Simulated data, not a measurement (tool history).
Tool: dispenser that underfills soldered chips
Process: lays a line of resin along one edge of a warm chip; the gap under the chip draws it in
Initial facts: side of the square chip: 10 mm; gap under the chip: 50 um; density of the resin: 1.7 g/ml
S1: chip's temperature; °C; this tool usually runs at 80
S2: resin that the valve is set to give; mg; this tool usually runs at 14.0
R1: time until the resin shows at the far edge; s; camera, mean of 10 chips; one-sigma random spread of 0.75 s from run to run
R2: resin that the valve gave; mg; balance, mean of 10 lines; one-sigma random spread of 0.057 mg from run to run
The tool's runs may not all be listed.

run 1 hour=0.0 | S1=80 S2=14.0 | R1=96.9 R2=13.51
-- hour=1.6 new syringe of resin
run 2 hour=7.6 | S1=80 S2=16.8 | R1=85.9 R2=16.36
-- hour=12.0 new syringe of resin
run 3 hour=15.3 | S1=80 S2=14.0 | R1=79.5 R2=13.51
-- hour=22.0 new syringe of resin
run 4 hour=23.9 | S1=80 S2=14.0 | R1=74.9 R2=13.53
run 5 hour=30.2 | S1=80 S2=15.1 | R1=92.6 R2=14.47
-- hour=32.8 new syringe of resin
-- hour=37.9 dispensing valve cleaned and set on the balance
run 6 hour=38.4 | S1=80 S2=14.0 | R1=81.7 R2=14.13
-- hour=44.4 new syringe of resin
run 7 hour=50.0 | S1=80 S2=14.0 | R1=85.4 R2=14.05
-- hour=55.2 new syringe of resin
run 8 hour=58.0 | S1=80 S2=13.8 | R1=80.0 R2=13.67
-- hour=66.3 new syringe of resin
run 9 hour=70.5 | S1=76 S2=14.0 | R1=91.2 R2=13.90
-- hour=76.8 new syringe of resin
run 10 hour=82.2 | S1=76 S2=14.0 | R1=96.8 R2=13.70
-- hour=87.1 new syringe of resin
run 11 hour=88.3 | S1=80 S2=13.8 | R1=74.1 R2=13.54
-- hour=97.5 new syringe of resin
run 12 hour=98.2 | S1=80 S2=13.8 | R1=71.2 R2=13.51
run 13 hour=106.2 | S1=80 S2=13.8 | R1=96.9 R2=13.46
-- hour=107.7 new syringe of resin
-- hour=118.8 new syringe of resin
run 14 hour=120.6 | S1=80 S2=14.6 | R1=73.3 R2=14.19
run 15 hour=128.3 | S1=80 S2=14.0 | R1=99.4 R2=13.59
-- hour=129.4 new syringe of resin
run 16 hour=134.5 | S1=80 S2=14.0 | R1=85.6 R2=13.70
-- hour=140.5 new syringe of resin
run 17 hour=144.7 | S1=80 S2=14.0 | R1=85.2 R2=13.48
-- hour=151.0 new syringe of resin
run 18 hour=156.8 | S1=80 S2=14.0 | R1=88.8 R2=13.45
-- hour=161.4 new syringe of resin
-- hour=164.4 dispensing valve cleaned and set on the balance
run 19 hour=170.0 | S1=80 S2=14.0 | R1=93.1 R2=13.92
-- hour=173.2 new syringe of resin
run 20 hour=179.4 | S1=86 S2=16.3 | R1=74.6 R2=16.34
-- hour=184.1 new syringe of resin
run 21 hour=190.4 | S1=81 S2=13.4 | R1=87.8 R2=13.24
-- hour=194.7 new syringe of resin
run 22 hour=196.6 | S1=81 S2=13.4 | R1=72.6 R2=13.35
-- hour=205.5 new syringe of resin
run 23 hour=209.5 | S1=80 S2=13.2 | R1=84.0 R2=12.91
-- hour=216.3 new syringe of resin
run 24 hour=218.2 | S1=80 S2=13.2 | R1=76.5 R2=12.97
-- hour=226.7 new syringe of resin
run 25 hour=226.9 | S1=80 S2=13.2 | R1=73.6 R2=12.98
run 26 hour=236.2 | S1=90 S2=16.3 | R1=72.8 R2=15.87
-- hour=237.1 new syringe of resin
run 27 hour=245.6 | S1=79 S2=13.6 | R1=102.3 R2=13.34
-- hour=247.8 new syringe of resin
run 28 hour=253.7 | S1=79 S2=13.6 | R1=92.4 R2=13.23
-- hour=258.4 new syringe of resin
run 29 hour=263.8 | S1=92 S2=17.6 | R1=59.9 R2=16.98
-- hour=268.9 new syringe of resin
run 30 hour=269.8 | S1=71 S2=16.2 | R1=98.5 R2=15.69
-- hour=280.0 new syringe of resin
run 31 hour=283.9 | S1=79 S2=14.5 | R1=87.4 R2=13.82
-- hour=290.4 dispensing valve cleaned and set on the balance
-- hour=291.6 new syringe of resin
run 32 hour=292.0 | S1=72 S2=13.0 | R1=97.6 R2=13.03
run 33 hour=298.6 | S1=72 S2=13.0 | R1=124.8 R2=12.94
-- hour=301.7 new syringe of resin
-- hour=312.0 new syringe of resin
run 34 hour=313.2 | S1=72 S2=13.0 | R1=98.2 R2=12.92
-- hour=322.6 new syringe of resin
run 35 hour=327.1 | S1=90 S2=14.1 | R1=62.5 R2=13.81

How would selected steps in R1 from run to run divide? Give the signed amount a tool lacking its hidden state would still show from settings, what came in and random variation, and the signed amount left for the hidden state, including any gauge scatter that is not in both of the compared results.
The tool's hidden condition here consists of: resin's viscosity, % of fresh resin's; dose that the valve gives, % of what is set; true chip temperature over the reading, C; drift of the gauge itself on fill_s, %; drift of the gauge itself on given_mg, %.
Run 12 -> 13: nothing adjusted, nothing logged. R1 +25.7 s: hidden state +24.7, all else +1.0.
Run 28 -> 29: S1 79 -> 92, S2 13.6 -> 17.6, new syringe of resin. R1 -32.5 s: hidden state -7.9, all else -24.6.
Run 29 -> 30: S1 92 -> 71, S2 17.6 -> 16.2, new syringe of resin. R1 +38.6 s: hidden state -6.0, all else +44.6.
Run 32 -> 33: nothing adjusted, nothing logged. R1 +27.2 s: hidden state +26.8, all else +0.4.
Run 33 -> 34: new syringe of resin, new syringe of resin. R1 -26.6 s: hidden state -24.9, all else -1.7.
Run 34 -> 35: S1 72 -> 90, S2 13.0 -> 14.1, new syringe of resin. R1 -35.7 s: hidden state +2.1, all else -37.8.

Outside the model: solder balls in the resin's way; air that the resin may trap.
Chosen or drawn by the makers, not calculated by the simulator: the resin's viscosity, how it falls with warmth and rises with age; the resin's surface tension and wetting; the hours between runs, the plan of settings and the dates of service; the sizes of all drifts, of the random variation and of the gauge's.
